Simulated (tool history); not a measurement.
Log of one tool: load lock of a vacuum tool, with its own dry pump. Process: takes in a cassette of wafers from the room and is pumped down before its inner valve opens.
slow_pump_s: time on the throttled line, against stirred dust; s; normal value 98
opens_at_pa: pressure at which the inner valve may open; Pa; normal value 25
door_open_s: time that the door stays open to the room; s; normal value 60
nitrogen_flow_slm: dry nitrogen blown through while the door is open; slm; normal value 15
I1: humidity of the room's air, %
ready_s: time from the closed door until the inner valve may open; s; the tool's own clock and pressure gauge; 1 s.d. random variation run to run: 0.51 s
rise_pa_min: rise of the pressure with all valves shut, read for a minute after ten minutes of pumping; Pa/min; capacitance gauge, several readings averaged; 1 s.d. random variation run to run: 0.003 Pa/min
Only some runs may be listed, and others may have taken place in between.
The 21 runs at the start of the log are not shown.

run 22 hour=1534.3 | slow_pump_s=81 opens_at_pa=27 door_open_s=62 nitrogen_flow_slm=42 | I1=39.3 | ready_s=135.3 rise_pa_min=0.252
run 23 hour=1576.7 | slow_pump_s=81 opens_at_pa=27 door_open_s=62 nitrogen_flow_slm=42 | I1=46.7 | ready_s=135.9 rise_pa_min=0.263
run 24 hour=1666.6 | slow_pump_s=98 opens_at_pa=25 door_open_s=60 nitrogen_flow_slm=19 | I1=45.0 | ready_s=152.0 rise_pa_min=0.270
run 25 hour=1746.2 | slow_pump_s=134 opens_at_pa=25 door_open_s=60 nitrogen_flow_slm=8 | I1=47.9 | ready_s=184.8 rise_pa_min=0.302
run 26 hour=1790.1 | slow_pump_s=89 opens_at_pa=32 door_open_s=25 nitrogen_flow_slm=20 | I1=41.8 | ready_s=143.3 rise_pa_min=0.265
run 27 hour=1884.2 | slow_pump_s=89 opens_at_pa=32 door_open_s=25 nitrogen_flow_slm=20 | I1=41.3 | ready_s=142.2 rise_pa_min=0.273
run 28 hour=1962.3 | slow_pump_s=89 opens_at_pa=32 door_open_s=25 nitrogen_flow_slm=20 | I1=40.6 | ready_s=142.5 rise_pa_min=0.285
-- hour=2023.1 door's seal changed, seat wiped
run 29 hour=2059.1 | slow_pump_s=73 opens_at_pa=29 door_open_s=56 nitrogen_flow_slm=15 | I1=43.0 | ready_s=129.1 rise_pa_min=0.039
run 30 hour=2137.2 | slow_pump_s=87 opens_at_pa=29 door_open_s=35 nitrogen_flow_slm=11 | I1=42.3 | ready_s=142.1 rise_pa_min=0.035

Predict each of these 5 candidate next runs independently; none follows another, all start after run 30:
run A hour=2197.2 | slow_pump_s=63 opens_at_pa=25 door_open_s=43 nitrogen_flow_slm=15 | I1=45.5 | ready_s=? rise_pa_min=?
run B hour=2197.2 | slow_pump_s=50 opens_at_pa=25 door_open_s=60 nitrogen_flow_slm=15 | I1=41.8 | ready_s=? rise_pa_min=?
run C hour=2197.2 | slow_pump_s=63 opens_at_pa=29 door_open_s=43 nitrogen_flow_slm=11 | I1=47.1 | ready_s=? rise_pa_min=?
run D hour=2197.2 | slow_pump_s=87 opens_at_pa=19 door_open_s=180 nitrogen_flow_slm=11 | I1=45.7 | ready_s=? rise_pa_min=?
run E hour=2197.2 | slow_pump_s=105 opens_at_pa=25 door_open_s=60 nitrogen_flow_slm=37 | I1=46.0 | ready_s=? rise_pa_min=?

run=A ready_s=121.0 rise_pa_min=0.034
run=B ready_s=109.5 rise_pa_min=0.045
run=C ready_s=120.1 rise_pa_min=0.044
run=D ready_s=145.5 rise_pa_min=0.111
run=E ready_s=158.1 rise_pa_min=0.034
Without the tool's hidden state the same runs would have given:
run=A ready_s=117.2 rise_pa_min=0.032
run=B ready_s=105.6 rise_pa_min=0.043
run=C ready_s=116.4 rise_pa_min=0.042
run=D ready_s=141.7 rise_pa_min=0.108
run=E ready_s=154.6 rise_pa_min=0.032
